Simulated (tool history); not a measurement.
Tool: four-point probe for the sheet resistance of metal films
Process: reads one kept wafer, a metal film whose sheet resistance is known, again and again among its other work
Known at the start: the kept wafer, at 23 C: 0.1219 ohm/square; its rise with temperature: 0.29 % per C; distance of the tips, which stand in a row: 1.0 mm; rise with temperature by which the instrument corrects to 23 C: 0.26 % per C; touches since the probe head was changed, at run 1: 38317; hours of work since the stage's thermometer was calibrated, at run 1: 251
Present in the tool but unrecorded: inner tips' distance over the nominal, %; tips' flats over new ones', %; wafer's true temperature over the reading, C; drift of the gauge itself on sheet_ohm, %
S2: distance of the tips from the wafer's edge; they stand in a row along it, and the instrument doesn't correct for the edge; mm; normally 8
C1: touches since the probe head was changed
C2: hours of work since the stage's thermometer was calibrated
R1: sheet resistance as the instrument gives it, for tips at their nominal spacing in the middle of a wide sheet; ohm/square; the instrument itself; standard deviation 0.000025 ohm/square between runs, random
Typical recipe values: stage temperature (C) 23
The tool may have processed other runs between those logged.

Run 1, day 0.000: usual settings; C1 38317; C2 251. Result: R1 0.122501 ohm/square.
Run 2, day 3.267: usual settings; C1 40837; C2 289. Result: R1 0.122417 ohm/square.
Run 3, day 5.738: usual settings; C1 42745; C2 318. Result: R1 0.122510 ohm/square.
Run 4, day 10.179: usual settings; C1 46172; C2 370. Result: R1 0.122431 ohm/square.
Run 5, day 15.167: usual settings but S2 6 mm; C1 50021; C2 428. Result: R1 0.123148 ohm/square.
Run 6, day 19.167: usual settings; C1 53108; C2 475. Result: R1 0.122357 ohm/square.
Run 7, day 23.754: usual settings; C1 56647; C2 528. Result: R1 0.122280 ohm/square.
Run 8, day 28.062: usual settings; C1 59970; C2 579. Result: R1 0.122248 ohm/square.
At day 32.546: new probe head fitted.
Run 9, day 32.892: usual settings but S2 29 mm; C1 267; C2 634. Result: R1 0.122338 ohm/square.
Run 10, day 36.325: usual settings but S2 29 mm; C1 2916; C2 674. Result: R1 0.122283 ohm/square.
Run 11, day 39.896: usual settings but S2 29 mm; C1 5673; C2 716. Result: R1 0.122263 ohm/square.
Run 12, day 43.083: usual settings but S2 29 mm; C1 8132; C2 753. Result: R1 0.122202 ohm/square.
Run 13, day 45.579: usual settings but stage temperature (C) 28, S2 29 mm; C1 10056; C2 782. Result: R1 0.122395 ohm/square.
Run 14, day 47.650: usual settings but stage temperature (C) 28, S2 4 mm; C1 11654; C2 806. Result: R1 0.126338 ohm/square.
Run 15, day 50.738: usual settings but stage temperature (C) 28, S2 4 mm; C1 14039; C2 842. Result: R1 0.126308 ohm/square.
Run 16, day 55.346: usual settings but stage temperature (C) 32, S2 3 mm; C1 17593; C2 896. Result: R1 0.129265 ohm/square.
Run 17, day 59.175: usual settings but stage temperature (C) 32, S2 25 mm; C1 20547; C2 941. Result: R1 0.122495 ohm/square.
Run 18, day 63.271: usual settings but stage temperature (C) 26, S2 34 mm; C1 23707; C2 989. Result: R1 0.122161 ohm/square.
At day 63.546: stage's thermometer calibrated.
Run 19, day 67.800: usual settings but stage temperature (C) 26, S2 50 mm; C1 27186; C2 50. Result: R1 0.122185 ohm/square.
Run 20, day 70.646: usual settings but stage temperature (C) 26, S2 50 mm; C1 29382; C2 83. Result: R1 0.122172 ohm/square.
Run 21, day 74.875: usual settings but stage temperature (C) 27, S2 43 mm; C1 32647; C2 132. Result: R1 0.122188 ohm/square.
Run 22, day 77.958: usual settings but stage temperature (C) 27, S2 43 mm; C1 35026; C2 168. Result: R1 0.122146 ohm/square.
Run 23, day 82.608: usual settings but stage temperature (C) 27, S2 43 mm; C1 38613; C2 222. Result: R1 0.122177 ohm/square.
At day 84.358: stage's thermometer calibrated, once more.
Run 24, day 86.117: usual settings but S2 4 mm; C1 41304; C2 20. Result: R1 0.125632 ohm/square.
Run 25, day 88.771: usual settings but stage temperature (C) 29, S2 16 mm; C1 43354; C2 51. Result: R1 0.122122 ohm/square.
Run 26, day 93.833: usual settings but stage temperature (C) 21, S2 54 mm; C1 47260; C2 110. Result: R1 0.121553 ohm/square.
Run 27, day 96.717: usual settings but stage temperature (C) 25, S2 5 mm; C1 49485; C2 144. Result: R1 0.124239 ohm/square.
Run 28, day 100.154: usual settings but stage temperature (C) 25, S2 5 mm; C1 52137; C2 184. Result: R1 0.124208 ohm/square.
Run 29, day 103.733: usual settings but stage temperature (C) 28, S2 15 mm; C1 54898; C2 226. Result: R1 0.122059 ohm/square.

Some steps in R1 between neighbouring runs. How much of each would the tool show without its hidden state too (settings, what came in, random variation), and how much is left for the hidden state, with any gauge scatter that isn't in both results?
Run 8 -> 9: S2 8 -> 29, new probe head fitted. R1 +0.000090 ohm/square: hidden state +0.000982, all else -0.000892.
Run 13 -> 14: S2 29 -> 4. R1 +0.003943 ohm/square: hidden state -0.000009, all else +0.003952.
Run 16 -> 17: S2 3 -> 25. R1 -0.006770 ohm/square: hidden state -0.000036, all else -0.006734.
Run 23 -> 24: stage temperature (C) 27 -> 23, S2 43 -> 4, stage's thermometer calibrated, once more. R1 +0.003455 ohm/square: hidden state -0.000278, all else +0.003733.
